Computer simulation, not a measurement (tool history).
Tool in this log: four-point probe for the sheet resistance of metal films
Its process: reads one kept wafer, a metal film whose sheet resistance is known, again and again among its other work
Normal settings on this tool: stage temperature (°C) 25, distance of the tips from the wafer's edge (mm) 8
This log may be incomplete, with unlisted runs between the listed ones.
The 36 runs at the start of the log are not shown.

run,hour,stage temperature (°C),distance of the tips from the wafer's edge (mm),sheet resistance as the instrument gives it (ohm/square)
37,491.7,21,20,0.142165
38,502.9,21,20,0.142173
39,515.4,21,10,0.142323
40,533.8,21,10,0.142357
41,547.2,21,42,0.142122
42,563.3,20,21,0.142167
43,576.6,24,47,0.142247
44,594.7,21,11,0.142337

Here are 5 independent what-if runs from the current tool condition. What would each one return?
A,607.3,21,13,?
B,607.3,33,3,?
C,607.3,22,11,?
D,607.3,25,14,?
E,607.3,28,3,?

run,sheet resistance as the instrument gives it (ohm/square)
A,0.142337
B,0.144397
C,0.142373
D,0.142314
E,0.144377
Without the tool's unlogged condition, the same runs would have read:
run,sheet resistance as the instrument gives it (ohm/square)
A,0.141935
B,0.143991
C,0.141970
D,0.141912
E,0.143969

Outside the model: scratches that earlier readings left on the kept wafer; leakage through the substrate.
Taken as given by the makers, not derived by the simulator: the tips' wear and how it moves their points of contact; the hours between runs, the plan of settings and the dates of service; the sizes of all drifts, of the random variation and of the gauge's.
